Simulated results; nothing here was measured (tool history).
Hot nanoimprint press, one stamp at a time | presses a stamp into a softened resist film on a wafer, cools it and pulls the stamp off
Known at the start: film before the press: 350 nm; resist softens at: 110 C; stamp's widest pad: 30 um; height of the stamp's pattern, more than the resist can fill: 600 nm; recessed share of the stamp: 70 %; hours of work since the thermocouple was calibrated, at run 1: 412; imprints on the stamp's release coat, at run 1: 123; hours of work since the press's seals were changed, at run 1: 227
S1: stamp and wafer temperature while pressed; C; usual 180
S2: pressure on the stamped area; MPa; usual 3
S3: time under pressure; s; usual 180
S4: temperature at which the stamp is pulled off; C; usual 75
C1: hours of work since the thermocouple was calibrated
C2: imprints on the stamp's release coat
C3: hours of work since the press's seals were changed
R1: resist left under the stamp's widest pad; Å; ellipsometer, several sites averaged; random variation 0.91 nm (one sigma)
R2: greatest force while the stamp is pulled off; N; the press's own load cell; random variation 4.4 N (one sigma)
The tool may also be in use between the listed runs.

run 1 hour=0 | S1=180 S2=3 S3=180 S4=75 | C1=412 C2=123 C3=227 | R1=1348 R2=227
run 2 hour=57.4 | S1=180 S2=3 S3=219 S4=75 | C1=444 C2=254 C3=259 | R1=1244 R2=228
-- hour=140.1 plate thermocouple calibrated
run 3 hour=148.3 | S1=180 S2=3 S3=192 S4=75 | C1=5 C2=453 C3=309 | R1=1351 R2=244
run 4 hour=218.3 | S1=180 S2=2.32 S3=192 S4=75 | C1=44 C2=612 C3=349 | R1=1562 R2=251
run 5 hour=267.7 | S1=180 S2=3 S3=180 S4=80 | C1=72 C2=725 C3=377 | R1=1406 R2=251
run 6 hour=354.9 | S1=180 S2=3 S3=180 S4=80 | C1=122 C2=923 C3=426 | R1=1431 R2=247
run 7 hour=413.9 | S1=180 S2=3 S3=151 S4=75 | C1=155 C2=1057 C3=459 | R1=1512 R2=261
run 8 hour=495.9 | S1=180 S2=3 S3=180 S4=75 | C1=202 C2=1243 C3=506 | R1=1439 R2=270
run 9 hour=545.7 | S1=180 S2=3 S3=150 S4=75 | C1=230 C2=1356 C3=534 | R1=1530 R2=286
-- hour=586.5 plate thermocouple calibrated, once more
run 10 hour=631.6 | S1=180 S2=3 S3=180 S4=75 | C1=26 C2=1545 C3=581 | R1=1292 R2=275
run 11 hour=699.3 | S1=180 S2=3 S3=180 S4=75 | C1=64 C2=1698 C3=619 | R1=1288 R2=276
run 12 hour=771.6 | S1=180 S2=3 S3=180 S4=75 | C1=105 C2=1863 C3=660 | R1=1321 R2=289
run 13 hour=866.8 | S1=180 S2=3 S3=180 S4=75 | C1=159 C2=2079 C3=714 | R1=1339 R2=299
run 14 hour=935.4 | S1=180 S2=2.21 S3=180 S4=75 | C1=198 C2=2235 C3=753 | R1=1548 R2=316
run 15 hour=1012.9 | S1=180 S2=2.21 S3=180 S4=75 | C1=242 C2=2411 C3=797 | R1=1564 R2=325

Forecast run 16:
-- hour=1031.5 stamp cleaned and given a new release coat
run 16 hour=1071.3 | S1=180 S2=2.21 S3=180 S4=75 | C1=271 C2=90 C3=827 | R1=? R2=?

{"run 16": {"R1": 1556, "R2": 218}}
Without the tool's hidden state the same run would have given R1 1481 Å, R2 214 N.
